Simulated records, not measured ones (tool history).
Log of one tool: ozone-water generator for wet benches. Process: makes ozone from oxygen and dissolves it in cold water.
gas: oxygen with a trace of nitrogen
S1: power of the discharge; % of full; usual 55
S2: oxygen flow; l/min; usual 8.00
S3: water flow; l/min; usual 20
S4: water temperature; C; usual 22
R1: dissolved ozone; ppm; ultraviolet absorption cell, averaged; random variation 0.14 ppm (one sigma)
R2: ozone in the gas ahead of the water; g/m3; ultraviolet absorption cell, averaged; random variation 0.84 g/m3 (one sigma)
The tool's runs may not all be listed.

| run | hour | S1 | S2 | S3 | S4 | R1 | R2 |
|---|---|---|---|---|---|---|---|
| 1 | 0.0 | 55 | 8.00 | 20 | 22 | 13.0 | 118.1 |
| 2 | 155.1 | 55 | 8.00 | 20 | 26 | 12.0 | 119.0 |
| 3 | 334.0 | 55 | 8.00 | 20 | 26 | 12.1 | 118.0 |
|  | 460.6 | contactor cleaned |
| 4 | 485.4 | 55 | 8.00 | 20 | 26 | 10.7 | 117.5 |
| 5 | 574.3 | 55 | 8.00 | 20 | 26 | 10.7 | 117.2 |
| 6 | 682.3 | 55 | 8.00 | 28 | 22 | 8.7 | 117.2 |
| 7 | 838.8 | 55 | 8.00 | 28 | 22 | 8.6 | 117.0 |
| 8 | 934.5 | 55 | 14.15 | 28 | 22 | 8.7 | 91.8 |
|  | 1043.0 | contactor cleaned, once more |
| 9 | 1122.1 | 55 | 7.26 | 28 | 22 | 10.7 | 119.6 |
| 10 | 1308.9 | 55 | 8.00 | 20 | 22 | 13.8 | 115.9 |
| 11 | 1441.2 | 55 | 8.00 | 20 | 22 | 13.8 | 115.4 |
| 12 | 1595.0 | 55 | 8.00 | 20 | 22 | 13.7 | 114.1 |
| 13 | 1779.5 | 55 | 8.00 | 20 | 22 | 13.3 | 113.8 |
|  | 1925.0 | water thermometer calibrated |
| 14 | 1925.0 | 55 | 8.00 | 20 | 22 | 13.7 | 114.2 |
| 15 | 2056.5 | 55 | 8.00 | 20 | 22 | 13.8 | 114.3 |
| 16 | 2184.2 | 55 | 8.00 | 20 | 27 | 12.3 | 112.9 |
| 17 | 2354.4 | 55 | 8.00 | 20 | 27 | 12.3 | 111.8 |
| 18 | 2467.1 | 91 | 11.66 | 17 | 22 | 18.4 | 121.0 |
| 19 | 2563.7 | 91 | 9.03 | 17 | 27 | 17.0 | 134.2 |
| 20 | 2655.6 | 91 | 9.03 | 17 | 27 | 16.8 | 134.7 |
| 21 | 2854.1 | 55 | 7.03 | 14 | 22 | 16.6 | 118.2 |
| 22 | 3051.1 | 55 | 7.03 | 14 | 22 | 16.9 | 116.1 |
| 23 | 3249.7 | 55 | 7.22 | 14 | 15 | 18.9 | 114.2 |
| 24 | 3427.1 | 57 | 8.00 | 30 | 22 | 9.6 | 110.8 |
| 25 | 3628.1 | 55 | 4.30 | 18 | 24 | 13.0 | 141.1 |
| 26 | 3814.8 | 78 | 5.10 | 18 | 24 | 15.4 | 151.7 |
| 27 | 4005.0 | 78 | 5.10 | 18 | 24 | 15.4 | 151.6 |
| 28 | 4214.1 | 78 | 5.10 | 14 | 24 | 18.1 | 151.8 |
| 29 | 4380.5 | 63 | 8.00 | 20 | 25 | 12.5 | 113.3 |
| 30 | 4493.2 | 63 | 8.00 | 20 | 25 | 12.7 | 112.6 |

Run 31 comes next. What will it give?
| 31 | 4662.2 | 55 | 5.81 | 20 | 21 | ? | ? |

R1: 12.5 ppm
R2: 121.5 g/m3
Without the tool's hidden state the same run would have given R1 16.6 ppm, R2 154.8 g/m3.

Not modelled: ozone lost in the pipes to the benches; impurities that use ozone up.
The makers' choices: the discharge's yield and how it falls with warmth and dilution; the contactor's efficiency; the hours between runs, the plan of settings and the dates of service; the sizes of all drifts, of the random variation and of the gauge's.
